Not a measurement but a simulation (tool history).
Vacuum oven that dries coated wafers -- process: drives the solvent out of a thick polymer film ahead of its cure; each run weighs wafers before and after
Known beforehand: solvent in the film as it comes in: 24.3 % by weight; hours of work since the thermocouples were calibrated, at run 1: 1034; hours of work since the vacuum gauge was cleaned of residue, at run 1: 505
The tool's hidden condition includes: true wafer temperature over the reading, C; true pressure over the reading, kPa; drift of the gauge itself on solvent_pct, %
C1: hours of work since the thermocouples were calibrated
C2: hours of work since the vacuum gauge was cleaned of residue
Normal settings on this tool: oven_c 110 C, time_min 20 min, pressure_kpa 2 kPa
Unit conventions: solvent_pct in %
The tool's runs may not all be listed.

run 1 hour=0 | oven_c=110 time_min=20 pressure_kpa=2 | C1=1034 C2=505 | solvent_pct=2.07
run 2 hour=37 | oven_c=110 time_min=20 pressure_kpa=2 | C1=1054 C2=525 | solvent_pct=2.07
run 3 hour=69.6 | oven_c=110 time_min=20 pressure_kpa=2 | C1=1072 C2=543 | solvent_pct=2.07
run 4 hour=107.3 | oven_c=110 time_min=20 pressure_kpa=2 | C1=1093 C2=564 | solvent_pct=2.1
run 5 hour=136 | oven_c=110 time_min=20 pressure_kpa=2 | C1=1109 C2=580 | solvent_pct=2.18
run 6 hour=166.3 | oven_c=110 time_min=20 pressure_kpa=2 | C1=1126 C2=597 | solvent_pct=2.06
run 7 hour=194 | oven_c=112 time_min=20 pressure_kpa=2 | C1=1141 C2=612 | solvent_pct=1.68
run 8 hour=225.4 | oven_c=110 time_min=20 pressure_kpa=3.78 | C1=1158 C2=629 | solvent_pct=2.87
-- hour=232 oven's thermocouples calibrated
run 9 hour=251.4 | oven_c=110 time_min=20 pressure_kpa=2 | C1=11 C2=642 | solvent_pct=2.22
run 10 hour=297 | oven_c=110 time_min=20 pressure_kpa=2 | C1=36 C2=667 | solvent_pct=2.21
run 11 hour=327.2 | oven_c=110 time_min=20 pressure_kpa=1.63 | C1=52 C2=684 | solvent_pct=2.04
run 12 hour=355.3 | oven_c=110 time_min=20 pressure_kpa=1.63 | C1=68 C2=699 | solvent_pct=2.07
run 13 hour=410.2 | oven_c=110 time_min=20 pressure_kpa=2 | C1=98 C2=729 | solvent_pct=2.22
run 14 hour=455 | oven_c=110 time_min=20 pressure_kpa=5.62 | C1=123 C2=754 | solvent_pct=3.9
run 15 hour=499.3 | oven_c=110 time_min=20 pressure_kpa=5.62 | C1=147 C2=778 | solvent_pct=3.94
run 16 hour=542.9 | oven_c=110 time_min=12 pressure_kpa=5.62 | C1=171 C2=802 | solvent_pct=6.12
run 17 hour=591.1 | oven_c=110 time_min=20 pressure_kpa=2 | C1=197 C2=829 | solvent_pct=2.17
run 18 hour=621.3 | oven_c=110 time_min=17 pressure_kpa=6.68 | C1=214 C2=845 | solvent_pct=4.95
run 19 hour=651.8 | oven_c=95 time_min=15 pressure_kpa=2 | C1=231 C2=862 | solvent_pct=9.23
run 20 hour=700.3 | oven_c=105 time_min=11 pressure_kpa=5.47 | C1=257 C2=889 | solvent_pct=8.73
run 21 hour=745.5 | oven_c=105 time_min=11 pressure_kpa=5.47 | C1=282 C2=914 | solvent_pct=8.51
run 22 hour=788.3 | oven_c=105 time_min=11 pressure_kpa=5.47 | C1=306 C2=937 | solvent_pct=8.66
run 23 hour=836.5 | oven_c=110 time_min=20 pressure_kpa=3.39 | C1=332 C2=964 | solvent_pct=2.78
run 24 hour=889.9 | oven_c=98 time_min=12 pressure_kpa=4.6 | C1=361 C2=993 | solvent_pct=10.64
run 25 hour=939.9 | oven_c=109 time_min=13 pressure_kpa=1.14 | C1=389 C2=1020 | solvent_pct=3.97
run 26 hour=982.8 | oven_c=109 time_min=13 pressure_kpa=1.14 | C1=412 C2=1044 | solvent_pct=4
run 27 hour=1007.6 | oven_c=109 time_min=13 pressure_kpa=1.14 | C1=426 C2=1058 | solvent_pct=4.01
run 28 hour=1039.5 | oven_c=106 time_min=16 pressure_kpa=7.6 | C1=444 C2=1075 | solvent_pct=6.94
run 29 hour=1090.4 | oven_c=106 time_min=16 pressure_kpa=7.6 | C1=472 C2=1103 | solvent_pct=7
run 30 hour=1137 | oven_c=106 time_min=16 pressure_kpa=7.6 | C1=497 C2=1129 | solvent_pct=6.96
run 31 hour=1187.2 | oven_c=110 time_min=13 pressure_kpa=3.15 | C1=525 C2=1156 | solvent_pct=4.46
run 32 hour=1236 | oven_c=118 time_min=27 pressure_kpa=5.65 | C1=552 C2=1183 | solvent_pct=2.21
run 33 hour=1273.8 | oven_c=116 time_min=20 pressure_kpa=1.44 | C1=572 C2=1204 | solvent_pct=0.96
run 34 hour=1303.1 | oven_c=116 time_min=20 pressure_kpa=1.44 | C1=588 C2=1220 | solvent_pct=1.05

How would selected steps in solvent_pct from run to run divide? Give the signed amount a tool lacking its hidden state would still show from settings, what came in and random variation, and the signed amount left for the hidden state, including any gauge scatter that is not in both of the compared results.
Run 8 -> 9: pressure_kpa 3.78 -> 2, oven's thermocouples calibrated. solvent_pct -0.65 %: hidden state +0.19, all else -0.84.
Run 22 -> 23: oven_c 105 -> 110, time_min 11 -> 20, pressure_kpa 5.47 -> 3.39. solvent_pct -5.88 %: hidden state +0.15, all else -6.03.
Run 23 -> 24: oven_c 110 -> 98, time_min 20 -> 12, pressure_kpa 3.39 -> 4.6. solvent_pct +7.86 %: hidden state -0.19, all else +8.05.
Run 24 -> 25: oven_c 98 -> 109, time_min 12 -> 13, pressure_kpa 4.6 -> 1.14. solvent_pct -6.67 %: hidden state +0.07, all else -6.74.
Run 31 -> 32: oven_c 110 -> 118, time_min 13 -> 27, pressure_kpa 3.15 -> 5.65. solvent_pct -2.25 %: hidden state +0.26, all else -2.51.
